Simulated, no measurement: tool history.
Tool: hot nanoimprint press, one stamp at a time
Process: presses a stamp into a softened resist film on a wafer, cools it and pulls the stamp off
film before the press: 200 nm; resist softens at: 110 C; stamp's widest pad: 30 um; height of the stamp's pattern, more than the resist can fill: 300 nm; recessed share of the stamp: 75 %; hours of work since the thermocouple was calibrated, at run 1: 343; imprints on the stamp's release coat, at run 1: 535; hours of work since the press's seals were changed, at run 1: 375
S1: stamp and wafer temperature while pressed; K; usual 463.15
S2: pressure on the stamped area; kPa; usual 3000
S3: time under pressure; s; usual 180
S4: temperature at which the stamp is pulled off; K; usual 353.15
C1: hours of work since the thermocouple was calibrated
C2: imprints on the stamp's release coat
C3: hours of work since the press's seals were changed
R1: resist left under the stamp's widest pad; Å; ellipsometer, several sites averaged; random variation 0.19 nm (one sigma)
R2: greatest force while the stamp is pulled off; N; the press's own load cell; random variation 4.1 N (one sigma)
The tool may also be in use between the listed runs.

Run 1, day 0: usual settings; C1 343; C2 535; C3 375. Result: R1 858 Å, R2 237 N.
Run 2, day 1.179: usual settings but S3 328 s; C1 356; C2 611; C3 388. Result: R1 696 Å, R2 256 N.
Run 3, day 2.562: usual settings but S3 328 s; C1 371; C2 701; C3 403. Result: R1 698 Å, R2 272 N.
Run 4, day 4.075: usual settings but S3 328 s; C1 387; C2 799; C3 419. Result: R1 692 Å, R2 280 N.
Run 5, day 5.458: usual settings but S3 328 s; C1 402; C2 889; C3 434. Result: R1 697 Å, R2 282 N.
At day 7.504: stamp cleaned and given a new release coat.
Run 6, day 7.6: usual settings but S3 328 s; C1 423; C2 6; C3 454. Result: R1 695 Å, R2 194 N.
Run 7, day 8.654: usual settings but S3 328 s; C1 434; C2 74; C3 466. Result: R1 694 Å, R2 208 N.
At day 9.129: plate thermocouple calibrated.
Run 8, day 11.146: usual settings but S3 328 s; C1 22; C2 228; C3 491. Result: R1 682 Å, R2 211 N.
Run 9, day 12.262: usual settings but S3 328 s; C1 34; C2 300; C3 503. Result: R1 681 Å, R2 217 N.
At day 14.538: plate thermocouple calibrated, once more.
Run 10, day 14.8: usual settings but S2 1840 kPa; C1 3; C2 457; C3 529. Result: R1 1131 Å, R2 252 N.
Run 11, day 17.058: usual settings but S2 1860 kPa, S3 146 s; C1 27; C2 603; C3 553. Result: R1 1188 Å, R2 252 N.
Run 12, day 19.375: usual settings but S2 1890 kPa, S3 174 s, S4 352.15 K; C1 52; C2 753; C3 578. Result: R1 1118 Å, R2 275 N.
Run 13, day 21.788: usual settings but S2 1890 kPa, S3 174 s, S4 352.15 K; C1 78; C2 909; C3 604. Result: R1 1119 Å, R2 288 N.
At day 23.608: stamp cleaned and given a new release coat.
Run 14, day 24.288: usual settings but S1 472.15 K, S2 4500 kPa, S3 288 s, S4 343.15 K; C1 102; C2 44; C3 628. Result: R1 465 Å, R2 226 N.
At day 26.525: press's hydraulic seals changed and the load cell set to zero.
Run 15, day 26.9: usual settings but S1 458.15 K, S2 2240 kPa, S3 139 s, S4 341.15 K; C1 127; C2 192; C3 4. Result: R1 1221 Å, R2 250 N.
Run 16, day 29.079: usual settings but S1 457.15 K, S2 2240 kPa, S3 139 s, S4 341.15 K; C1 150; C2 333; C3 27. Result: R1 1251 Å, R2 258 N.
Run 17, day 31.346: usual settings but S1 464.15 K, S2 4080 kPa, S3 143 s, S4 359.15 K; C1 175; C2 480; C3 52. Result: R1 749 Å, R2 224 N.
Run 18, day 33.762: usual settings but S1 464.15 K, S2 4080 kPa, S3 143 s, S4 359.15 K; C1 201; C2 636; C3 78. Result: R1 755 Å, R2 240 N.

Forecast each of these 5 alternatives for the next run:
Run A, day 35.304: usual settings but S1 464.15 K, S2 4080 kPa, S3 311 s, S4 359.15 K; C1 217; C2 736; C3 94. Result: R1 ?, R2 ?.
Run B, day 35.304: usual settings but S2 3880 kPa, S3 337 s; C1 217; C2 736; C3 94. Result: R1 ?, R2 ?.
Run C, day 35.304: usual settings but S3 111 s; C1 217; C2 736; C3 94. Result: R1 ?, R2 ?.
Run D, day 35.304: usual settings but S1 464.15 K, S2 4080 kPa, S3 138 s, S4 340.15 K; C1 217; C2 736; C3 94. Result: R1 ?, R2 ?.
Run E, day 35.304: usual settings but S1 465.15 K, S2 4080 kPa, S3 143 s, S4 359.15 K; C1 217; C2 736; C3 94. Result: R1 ?, R2 ?.

run   R1   R2
  A  572  257
  B  585  273
  C  995  279
  D  762  304
  E  732  250
Without the tool's hidden state the same runs would have given:
run    R1   R2
  A   583  190
  B   597  202
  C  1013  206
  D   776  224
  E   746  185
